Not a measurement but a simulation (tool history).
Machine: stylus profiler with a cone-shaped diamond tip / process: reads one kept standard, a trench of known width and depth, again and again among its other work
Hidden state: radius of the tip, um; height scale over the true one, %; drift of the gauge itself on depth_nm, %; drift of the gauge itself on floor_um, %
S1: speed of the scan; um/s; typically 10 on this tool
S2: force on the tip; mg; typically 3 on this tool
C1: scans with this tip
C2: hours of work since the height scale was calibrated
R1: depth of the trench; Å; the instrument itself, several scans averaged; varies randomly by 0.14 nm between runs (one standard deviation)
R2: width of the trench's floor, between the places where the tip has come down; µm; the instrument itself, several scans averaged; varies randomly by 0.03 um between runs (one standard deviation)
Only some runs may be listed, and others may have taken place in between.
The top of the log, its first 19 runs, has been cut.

| run | day | S1 | S2 | C1 | C2 | R1 | R2 |
|---|---|---|---|---|---|---|---|
| 20 | 25.696 | 23 | 1.64 | 11302 | 13 | 5099.6 | 13.91 |
| 21 | 27.275 | 23 | 1.64 | 11500 | 31 | 5102.3 | 13.92 |
| 22 | 28.225 | 10 | 3 | 11620 | 41 | 5131.2 | 13.92 |
| 23 | 30.083 | 10 | 3 | 11854 | 62 | 5133.3 | 14 |
| 24 | 31.838 | 10 | 3 | 12074 | 82 | 5135.4 | 13.89 |
| 25 | 33.558 | 10 | 3 | 12290 | 101 | 5132.5 | 13.9 |
|  | 34.608 | height scale calibrated on a step standard, once more |
| 26 | 35.05 | 10 | 3 | 12475 | 5 | 5089.9 | 13.79 |
| 27 | 36.567 | 14 | 1.06 | 12666 | 22 | 5048.1 | 13.75 |
| 28 | 37.971 | 11 | 3 | 12843 | 38 | 5090.5 | 13.77 |
| 29 | 39.529 | 6 | 3.12 | 13038 | 55 | 5094.1 | 13.77 |
| 30 | 40.517 | 11 | 1.04 | 13162 | 66 | 5046.8 | 13.74 |
| 31 | 42.071 | 3 | 2.25 | 13358 | 83 | 5075.2 | 13.69 |
| 32 | 43.662 | 3 | 2.25 | 13558 | 101 | 5077.7 | 13.74 |
| 33 | 45.017 | 3 | 2.25 | 13728 | 116 | 5077.5 | 13.73 |
| 34 | 46.833 | 3 | 2.25 | 13957 | 136 | 5079.1 | 13.66 |
| 35 | 48.642 | 3 | 2.25 | 14184 | 157 | 5077.8 | 13.61 |

What does the tool deliver on the next run?
| 36 | 49.983 | 3 | 2.25 | 14353 | 172 | ? | ? |

R1: 5077.7 Å
R2: 13.64 µm
If the tool had no hidden condition, the same run with the same run-to-run variation would have returned R1 5072.8 Å, R2 15.65 µm.

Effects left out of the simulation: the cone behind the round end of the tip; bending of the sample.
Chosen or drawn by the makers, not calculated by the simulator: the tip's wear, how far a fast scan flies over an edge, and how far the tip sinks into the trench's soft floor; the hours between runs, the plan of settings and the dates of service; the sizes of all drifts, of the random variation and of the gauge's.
